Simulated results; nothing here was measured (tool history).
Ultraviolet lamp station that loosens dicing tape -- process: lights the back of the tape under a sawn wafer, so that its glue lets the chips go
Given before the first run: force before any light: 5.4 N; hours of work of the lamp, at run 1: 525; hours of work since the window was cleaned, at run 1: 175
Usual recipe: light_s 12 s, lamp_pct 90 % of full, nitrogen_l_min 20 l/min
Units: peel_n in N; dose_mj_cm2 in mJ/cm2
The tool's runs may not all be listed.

run    hour  light_s  lamp_pct  nitrogen_l_min  hours of work of the lamp  hours of work since the window was cleaned  peel_n  dose_mj_cm2
  1     0.0       12        90              20                        525                                         175   0.168          597
  2    52.2       12        90               7                        549                                         199   0.414          592
  3    83.7       12        90               7                        564                                         214   0.409          594
  4   120.5       12        90               7                        581                                         231   0.430          599
  5   184.0       12        89              20                        610                                         260   0.172          588
  6   236.0       12        89              20                        634                                         284   0.169          584
  7   288.5       12        90               7                        658                                         308   0.436          588
  8   328.8       12        97               7                        677                                         327   0.363          634
  9   383.9       12        90              20                        702                                         352   0.182          599
 10   436.4       12        90              20                        726                                         376   0.157          593
 11   469.0       12        90              20                        741                                         392   0.166          591
      512.2  -- window cleaned of glue's vapour
 12   531.1       12        90              20                        770                                           9   0.172          597
 13   573.5       12        90              20                        789                                          28   0.174          600
 14   645.0       12        90               8                        822                                          61   0.386          594
 15   717.7       12        67               8                        856                                          95   0.686          441
 16   767.0       12        90              20                        878                                         117   0.182          587
 17   825.7       12        90              20                        905                                         145   0.167          594
 18   887.5       12        90              20                        934                                         173   0.168          596
 19   949.6       12        90              20                        963                                         202   0.178          596
 20  1007.8       12        90              20                        989                                         228   0.162          590
 21  1076.1       12        90              20                       1021                                         260   0.173          589
 22  1142.8        8        98               7                       1052                                         291   0.823          423
 23  1197.7        8        98               7                       1077                                         316   0.800          433
 24  1247.7       19        65               7                       1100                                         339   0.310          686
 25  1301.1        9        90              13                       1125                                         364   0.443          441
 26  1339.9       10       100              34                       1143                                         382   0.141          547
     1401.5  -- window cleaned of glue's vapour
 27  1404.8       21        61              19                       1172                                           2   0.137          705
 28  1434.4       21        70              14                       1186                                          15   0.124          805
 29  1491.7       10        64              16                       1212                                          42   0.622          349
 30  1562.2        6        72              24                       1245                                          74   0.963          236
 31  1628.1        6        72              24                       1275                                         104   0.988          234
 32  1698.7        6        72              24                       1308                                         137   0.966          233
 33  1766.9       12        98               8                       1339                                         168   0.325          643
 34  1803.3        6        98              19                       1356                                         185   0.636          321
 35  1872.8       12        90              11                       1388                                         217   0.286          589
 36  1930.8       23        98               9                       1415                                         244   0.105         1237
     1952.6  -- lamp changed
 37  1971.6       15        84               9                          9                                         262   0.248          690
 38  2041.9       11        90              11                         41                                         295   0.354          540
 39  2104.9       11        90              11                         70                                         324   0.348          546
 40  2164.1       11        90              11                         97                                         351   0.339          540
 41  2229.8       15        66              24                        128                                         381   0.176          543
 42  2264.2       12        66               8                        144                                         397   0.723          433

Measured less the same run without the tool's hidden state. The same run-to-run variation is in both; the gauge's scatter may not be:
Hidden conditions of the tool in this case: lamp's light, % of a new lamp's; light that the window lets through, % of a clean one's; drift of the gauge itself on peel_n, %; drift of the gauge itself on dose_mj_cm2, %.
run  peel_n  dose_mj_cm2
  1  +0.000           -2
  2  +0.002           -1
  3  +0.002           -2
  4  +0.002           -2
  5  +0.001           -2
  6  +0.001           -2
  7  +0.003           -1
  8  +0.003           -2
  9  +0.001           -2
 10  +0.001           -2
 11  +0.002           -2
 12  +0.001           -1
 13  +0.000           -1
 14  +0.002           -2
 15  +0.003           -1
 16  +0.001           -1
 17  +0.001           -2
 18  +0.001           -1
 19  +0.001           -2
 20  +0.001           -2
 21  +0.001           -3
 22  +0.005           -2
 23  +0.005           -2
 24  +0.003           -3
 25  +0.005           -2
 26  +0.001           -3
 27  +0.000           -2
 28  +0.001           -2
 29  +0.004           -1
 30  +0.006           -1
 31  +0.007           -1
 32  +0.006           -1
 33  +0.004           -2
 34  +0.005           -2
 35  +0.003           -3
 36  +0.001           -6
 37  +0.001           +0
 38  +0.001           -1
 39  +0.002           -1
 40  +0.002           -1
 41  +0.001           -1
 42  +0.003           +0

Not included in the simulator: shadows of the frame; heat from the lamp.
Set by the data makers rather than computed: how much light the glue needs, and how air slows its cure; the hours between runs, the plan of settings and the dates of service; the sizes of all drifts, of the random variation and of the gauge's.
